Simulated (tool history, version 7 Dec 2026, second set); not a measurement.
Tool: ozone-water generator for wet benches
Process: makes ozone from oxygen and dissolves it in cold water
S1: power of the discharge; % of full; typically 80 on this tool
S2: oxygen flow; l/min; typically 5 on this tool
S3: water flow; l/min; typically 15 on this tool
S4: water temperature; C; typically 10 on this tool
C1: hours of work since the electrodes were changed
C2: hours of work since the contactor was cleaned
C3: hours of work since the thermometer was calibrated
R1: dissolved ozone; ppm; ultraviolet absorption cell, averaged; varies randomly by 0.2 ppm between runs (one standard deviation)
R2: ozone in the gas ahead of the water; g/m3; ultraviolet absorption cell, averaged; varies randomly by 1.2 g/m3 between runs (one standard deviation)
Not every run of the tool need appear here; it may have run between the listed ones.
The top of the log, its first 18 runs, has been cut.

{"day": 88.517, "done": "contactor cleaned"}
{"run": 19, "day": 90.5, "S1": 51, "S2": 5, "S3": 12, "S4": 14, "C1": 2082, "C2": 45, "C3": 3665, "R1": 21.3, "R2": 143.5}
{"run": 20, "day": 94.333, "S1": 80, "S2": 5, "S3": 16, "S4": 6, "C1": 2168, "C2": 131, "C3": 3751, "R1": 27.9, "R2": 212.6}
{"day": 96.838, "done": "water thermometer calibrated"}
{"run": 21, "day": 101.083, "S1": 54, "S2": 5, "S3": 16, "S4": 12, "C1": 2319, "C2": 282, "C3": 95, "R1": 18.6, "R2": 151.2}
{"run": 22, "day": 106.15, "S1": 89, "S2": 3.2, "S3": 15, "S4": 10, "C1": 2432, "C2": 395, "C3": 209, "R1": 27.3, "R2": 272.8}
{"run": 23, "day": 111.062, "S1": 80, "S2": 7.36, "S3": 15, "S4": 10, "C1": 2543, "C2": 506, "C3": 319, "R1": 29.3, "R2": 182.6}
{"run": 24, "day": 114.533, "S1": 76, "S2": 5, "S3": 18, "S4": 7, "C1": 2621, "C2": 583, "C3": 397, "R1": 23.3, "R2": 200.3}
{"run": 25, "day": 121.0, "S1": 89, "S2": 8.89, "S3": 17, "S4": 13, "C1": 2766, "C2": 729, "C3": 542, "R1": 28.3, "R2": 184.4}
{"run": 26, "day": 124.988, "S1": 80, "S2": 5, "S3": 15, "S4": 6, "C1": 2855, "C2": 818, "C3": 632, "R1": 29.1, "R2": 209.1}
{"run": 27, "day": 129.85, "S1": 80, "S2": 5, "S3": 15, "S4": 6, "C1": 2964, "C2": 927, "C3": 741, "R1": 28.8, "R2": 208.8}
{"run": 28, "day": 137.288, "S1": 80, "S2": 5, "S3": 15, "S4": 6, "C1": 3131, "C2": 1094, "C3": 908, "R1": 28.8, "R2": 209.7}
{"run": 29, "day": 144.242, "S1": 82, "S2": 5, "S3": 15, "S4": 8, "C1": 3287, "C2": 1250, "C3": 1064, "R1": 28.3, "R2": 213.8}
{"run": 30, "day": 148.542, "S1": 82, "S2": 5, "S3": 15, "S4": 8, "C1": 3384, "C2": 1347, "C3": 1160, "R1": 28.5, "R2": 212.2}
{"run": 31, "day": 154.633, "S1": 50, "S2": 2.82, "S3": 9, "S4": 13, "C1": 3521, "C2": 1483, "C3": 1297, "R1": 23.8, "R2": 174.3}
{"run": 32, "day": 157.762, "S1": 76, "S2": 5.83, "S3": 16, "S4": 7, "C1": 3591, "C2": 1554, "C3": 1367, "R1": 26.8, "R2": 186.9}

3 options for the next run, each taken on its own from the tool as it stands now. Forecast them:
{"run": "A", "day": 163.804, "S1": 43, "S2": 6.84, "S3": 16, "S4": 7, "C1": 3726, "C2": 1689, "C3": 1503, "R1": "?", "R2": "?"}
{"run": "B", "day": 163.804, "S1": 81, "S2": 5.83, "S3": 16, "S4": 7, "C1": 3726, "C2": 1689, "C3": 1503, "R1": "?", "R2": "?"}
{"run": "C", "day": 163.804, "S1": 76, "S2": 5.83, "S3": 12, "S4": 5, "C1": 3726, "C2": 1689, "C3": 1503, "R1": "?", "R2": "?"}

run=A R1=16.9 R2=111
run=B R1=27.5 R2=198.4
run=C R1=34.5 R2=186.7
The same runs, with their run-to-run variation unchanged, on a tool lacking any hidden condition would have given:
run=A R1=17.8 R2=114.7
run=B R1=29.8 R2=211.6
run=C R1=37.2 R2=198.5

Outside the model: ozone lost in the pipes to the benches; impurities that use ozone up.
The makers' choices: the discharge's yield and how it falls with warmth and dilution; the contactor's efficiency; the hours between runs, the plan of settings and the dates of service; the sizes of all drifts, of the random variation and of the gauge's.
